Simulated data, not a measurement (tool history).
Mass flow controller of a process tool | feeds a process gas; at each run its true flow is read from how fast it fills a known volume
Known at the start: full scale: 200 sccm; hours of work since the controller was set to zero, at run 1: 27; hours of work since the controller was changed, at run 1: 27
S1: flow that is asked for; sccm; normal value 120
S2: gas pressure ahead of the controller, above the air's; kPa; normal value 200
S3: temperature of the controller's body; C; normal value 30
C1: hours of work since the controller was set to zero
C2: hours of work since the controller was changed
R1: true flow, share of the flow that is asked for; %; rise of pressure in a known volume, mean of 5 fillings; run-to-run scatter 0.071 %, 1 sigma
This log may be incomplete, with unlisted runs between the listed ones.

run	day	S1	S2	S3	C1	C2	R1
1	0	120	200	30	27	27	99.33
2	8.983	50	200	30	118	118	98.14
3	16.179	24	200	30	191	191	97.57
4	28.958	120	200	30	321	321	99.28
5	38.092	120	200	30	414	414	99.21
6	45.829	120	257	30	493	493	99.07
7	53.325	120	257	30	569	569	99.1
8	62.717	120	257	30	665	665	99.11
# day 63.65: controller's zero set anew
9	68.217	120	257	29	46	720	98.87
10	76.062	120	257	29	126	800	98.7
11	87.458	140	141	28	242	916	99.25
12	93.983	91	277	26	309	982	97.8
13	103.712	71	210	26	408	1081	97.57
14	110.033	98	205	34	472	1146	99.03
15	122.558	120	261	30	599	1273	98.75

Forecast each of these 3 alternatives for the next run:
# day 134.338: controller's zero set anew, once more
A	135.792	82	189	23	15	1407	?
# day 134.338: controller's zero set anew, once more
B	135.792	30	253	29	15	1407	?
# day 134.338: controller's zero set anew, once more
C	135.792	79	148	23	15	1407	?

run	R1
A	97.91
B	97.56
C	98.15
Stripped of hidden state, with their random variation kept, the same runs would have yielded:
run	R1
A	98.14
B	97.87
C	98.38
